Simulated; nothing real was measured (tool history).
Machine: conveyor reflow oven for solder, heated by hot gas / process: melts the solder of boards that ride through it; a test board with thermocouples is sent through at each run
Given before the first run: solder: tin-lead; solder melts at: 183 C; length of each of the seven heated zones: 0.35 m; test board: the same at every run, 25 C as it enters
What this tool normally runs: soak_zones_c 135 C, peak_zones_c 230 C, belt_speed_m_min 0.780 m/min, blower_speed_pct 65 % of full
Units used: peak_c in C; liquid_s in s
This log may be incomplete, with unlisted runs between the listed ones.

{"run": 1, "hour": 0.0, "soak_zones_c": 135, "peak_zones_c": 230, "belt_speed_m_min": 0.78, "blower_speed_pct": 65, "peak_c": 208.3, "liquid_s": 32.96}
{"run": 2, "hour": 11.2, "soak_zones_c": 135, "peak_zones_c": 230, "belt_speed_m_min": 0.78, "blower_speed_pct": 65, "peak_c": 208.1, "liquid_s": 32.83}
{"run": 3, "hour": 27.3, "soak_zones_c": 135, "peak_zones_c": 230, "belt_speed_m_min": 0.78, "blower_speed_pct": 65, "peak_c": 208.2, "liquid_s": 32.75}
{"run": 4, "hour": 36.2, "soak_zones_c": 135, "peak_zones_c": 230, "belt_speed_m_min": 0.78, "blower_speed_pct": 65, "peak_c": 208.2, "liquid_s": 32.86}
{"run": 5, "hour": 45.9, "soak_zones_c": 135, "peak_zones_c": 230, "belt_speed_m_min": 0.78, "blower_speed_pct": 65, "peak_c": 208.1, "liquid_s": 32.82}
{"run": 6, "hour": 62.2, "soak_zones_c": 135, "peak_zones_c": 230, "belt_speed_m_min": 0.78, "blower_speed_pct": 65, "peak_c": 208.0, "liquid_s": 32.59}
{"run": 7, "hour": 70.4, "soak_zones_c": 135, "peak_zones_c": 230, "belt_speed_m_min": 0.78, "blower_speed_pct": 65, "peak_c": 207.9, "liquid_s": 32.81}
{"run": 8, "hour": 85.5, "soak_zones_c": 135, "peak_zones_c": 229, "belt_speed_m_min": 0.78, "blower_speed_pct": 65, "peak_c": 207.0, "liquid_s": 32.03}
{"run": 9, "hour": 100.0, "soak_zones_c": 135, "peak_zones_c": 236, "belt_speed_m_min": 0.78, "blower_speed_pct": 65, "peak_c": 212.8, "liquid_s": 36.06}
{"run": 10, "hour": 114.4, "soak_zones_c": 135, "peak_zones_c": 236, "belt_speed_m_min": 0.78, "blower_speed_pct": 65, "peak_c": 212.7, "liquid_s": 35.96}
{"run": 11, "hour": 123.6, "soak_zones_c": 135, "peak_zones_c": 236, "belt_speed_m_min": 0.78, "blower_speed_pct": 67, "peak_c": 213.3, "liquid_s": 36.48}
{"run": 12, "hour": 134.4, "soak_zones_c": 135, "peak_zones_c": 230, "belt_speed_m_min": 0.78, "blower_speed_pct": 65, "peak_c": 207.8, "liquid_s": 32.63}
{"run": 13, "hour": 151.0, "soak_zones_c": 135, "peak_zones_c": 230, "belt_speed_m_min": 0.753, "blower_speed_pct": 65, "peak_c": 209.1, "liquid_s": 34.78}
{"run": 14, "hour": 165.8, "soak_zones_c": 135, "peak_zones_c": 230, "belt_speed_m_min": 0.667, "blower_speed_pct": 65, "peak_c": 213.1, "liquid_s": 43.25}
{"run": 15, "hour": 174.4, "soak_zones_c": 135, "peak_zones_c": 230, "belt_speed_m_min": 0.667, "blower_speed_pct": 65, "peak_c": 213.0, "liquid_s": 43.39}
{"run": 16, "hour": 190.2, "soak_zones_c": 135, "peak_zones_c": 230, "belt_speed_m_min": 0.667, "blower_speed_pct": 65, "peak_c": 213.0, "liquid_s": 43.32}
{"run": 17, "hour": 211.8, "soak_zones_c": 135, "peak_zones_c": 230, "belt_speed_m_min": 0.667, "blower_speed_pct": 65, "peak_c": 215.5, "liquid_s": 45.23}
{"run": 18, "hour": 226.7, "soak_zones_c": 135, "peak_zones_c": 230, "belt_speed_m_min": 0.795, "blower_speed_pct": 85, "peak_c": 215.0, "liquid_s": 38.05}
{"run": 19, "hour": 237.6, "soak_zones_c": 135, "peak_zones_c": 230, "belt_speed_m_min": 0.78, "blower_speed_pct": 60, "peak_c": 208.2, "liquid_s": 33.02}
{"run": 20, "hour": 251.1, "soak_zones_c": 135, "peak_zones_c": 230, "belt_speed_m_min": 0.725, "blower_speed_pct": 75, "peak_c": 215.4, "liquid_s": 41.62}
{"run": 21, "hour": 258.4, "soak_zones_c": 135, "peak_zones_c": 230, "belt_speed_m_min": 0.844, "blower_speed_pct": 56, "peak_c": 203.6, "liquid_s": 26.0}
{"run": 22, "hour": 268.3, "soak_zones_c": 135, "peak_zones_c": 230, "belt_speed_m_min": 0.844, "blower_speed_pct": 56, "peak_c": 203.4, "liquid_s": 26.07}
{"run": 23, "hour": 283.4, "soak_zones_c": 125, "peak_zones_c": 241, "belt_speed_m_min": 0.844, "blower_speed_pct": 56, "peak_c": 209.3, "liquid_s": 28.53}
{"run": 24, "hour": 294.8, "soak_zones_c": 135, "peak_zones_c": 243, "belt_speed_m_min": 0.739, "blower_speed_pct": 65, "peak_c": 222.8, "liquid_s": 44.5}
{"run": 25, "hour": 308.9, "soak_zones_c": 135, "peak_zones_c": 243, "belt_speed_m_min": 0.739, "blower_speed_pct": 65, "peak_c": 222.8, "liquid_s": 44.53}
{"run": 26, "hour": 319.7, "soak_zones_c": 135, "peak_zones_c": 243, "belt_speed_m_min": 0.621, "blower_speed_pct": 65, "peak_c": 228.8, "liquid_s": 57.0}
{"run": 27, "hour": 328.2, "soak_zones_c": 135, "peak_zones_c": 231, "belt_speed_m_min": 0.793, "blower_speed_pct": 65, "peak_c": 209.9, "liquid_s": 33.91}
{"run": 28, "hour": 338.1, "soak_zones_c": 135, "peak_zones_c": 240, "belt_speed_m_min": 0.78, "blower_speed_pct": 88, "peak_c": 224.6, "liquid_s": 43.45}
{"run": 29, "hour": 347.0, "soak_zones_c": 135, "peak_zones_c": 240, "belt_speed_m_min": 0.78, "blower_speed_pct": 88, "peak_c": 224.9, "liquid_s": 43.37}
{"run": 30, "hour": 359.7, "soak_zones_c": 135, "peak_zones_c": 240, "belt_speed_m_min": 0.78, "blower_speed_pct": 88, "peak_c": 224.7, "liquid_s": 43.51}
{"run": 31, "hour": 368.0, "soak_zones_c": 135, "peak_zones_c": 240, "belt_speed_m_min": 0.78, "blower_speed_pct": 50, "peak_c": 211.2, "liquid_s": 34.63}
{"run": 32, "hour": 376.8, "soak_zones_c": 146, "peak_zones_c": 230, "belt_speed_m_min": 0.63, "blower_speed_pct": 76, "peak_c": 220.4, "liquid_s": 55.44}

Between the runs listed above, the log contained 1 entry, not reproduced here. Where in the sequence does each belong, and how does what the log doesn't record of the tool's condition differ from the listed run before to the listed run after?
Runs 16 to 17: flux residue cleaned out of gas plates and filters (hour 196.4)
  heat that the gas passes to the board, % of a clean oven's: 89.8 -> 99.2; belt's true speed, % of the reading: 99.84 -> 99.82; true gas temperature in zones 6 and 7 over the reading, C: 0.46 -> 0.48
  what was measured, less what the result would be without the hidden state, peak_c: -2.0 -> +0.3 C; liquid_s: -1.83 -> +0.25 s
